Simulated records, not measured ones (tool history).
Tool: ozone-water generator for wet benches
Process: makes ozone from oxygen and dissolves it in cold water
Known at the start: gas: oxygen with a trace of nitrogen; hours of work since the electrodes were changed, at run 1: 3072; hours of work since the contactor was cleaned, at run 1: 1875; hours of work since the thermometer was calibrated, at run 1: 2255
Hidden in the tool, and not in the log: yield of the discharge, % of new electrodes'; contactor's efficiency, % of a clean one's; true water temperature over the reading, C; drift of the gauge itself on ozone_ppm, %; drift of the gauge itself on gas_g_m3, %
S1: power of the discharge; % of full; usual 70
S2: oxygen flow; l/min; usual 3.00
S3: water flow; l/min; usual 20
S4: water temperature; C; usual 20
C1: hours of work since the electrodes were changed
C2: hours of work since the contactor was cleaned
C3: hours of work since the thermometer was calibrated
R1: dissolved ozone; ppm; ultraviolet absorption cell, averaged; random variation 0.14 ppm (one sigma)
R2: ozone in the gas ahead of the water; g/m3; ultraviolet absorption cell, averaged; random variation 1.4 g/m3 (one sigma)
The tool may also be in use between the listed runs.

run    hour  S1    S2  S3  S4    C1    C2    C3    R1     R2
  1     0.0  70  3.00  20  20  3072  1875  2255  14.2  238.4
  2    99.3  70  3.00  14  20  3161  1964  2344  20.2  240.1
  3   167.4  70  3.00  14  20  3223  2026  2406  20.0  239.3
  4   288.7  70  3.00  15  20  3332  2135  2516  18.8  239.8
  5   360.0  70  3.00  15  20  3397  2200  2580  18.9  237.6
  6   507.1  70  3.78  15  20  3530  2333  2713  19.0  216.0
  7   652.5  70  3.00  20  20  3661  2464  2844  14.3  235.7
  8   752.4  70  3.00  20  20  3751  2554  2935  14.0  237.0
  9   900.1  70  3.00  20  20  3885  2688  3068  14.0  235.1
 10  1043.1  56  3.00  20  20  4014  2817  3197  12.3  212.1
 11  1176.4  45  3.00  20  20  4135  2937  3318  11.3  189.7
 12  1303.3  45  3.00  15  20  4249  3052  3432  14.9  189.4
 13  1364.6  50  3.00  20  15  4305  3108  3488  12.6  196.7
 14  1505.3  50  2.42  20  15  4432  3235  3615  11.8  218.2
 15  1627.3  62  2.22  21  14  4542  3345  3725  12.2  251.2
 16  1760.5  62  2.22  19  14  4662  3465  3845  13.3  252.4
 17  1835.7  62  2.22  19  14  4730  3533  3913  13.6  251.5
 18  1914.9  42  3.00  16  12  4802  3605  3985  14.4  179.7
 19  2020.5  42  3.00  16  12  4897  3700  4080  14.1  180.6
 20  2134.3  52  3.00  20  12  5000  3803  4183  12.5  200.1
 21  2203.8  70  3.00  21  24  5063  3866  4246  12.5  229.5
 22  2282.8  70  3.00  14  13  5134  3937  4317  20.5  227.2

3 ways to go on from here, each from the tool as it stands after run 22. What would each give?
  A  2418.1  77  4.29  24  20  5257  4059  4440   ?   ?
  B  2418.1  52  3.00  12  20  5257  4059  4440   ?   ?
  C  2418.1  63  3.00  18  24  5257  4059  4440   ?   ?

run    R1     R2
  A  12.4  201.2
  B  18.6  196.6
  C  13.5  216.3
Without the tool's hidden state the same runs would have given:
run    R1     R2
  A  14.7  230.4
  B  21.4  219.3
  C  15.7  244.3
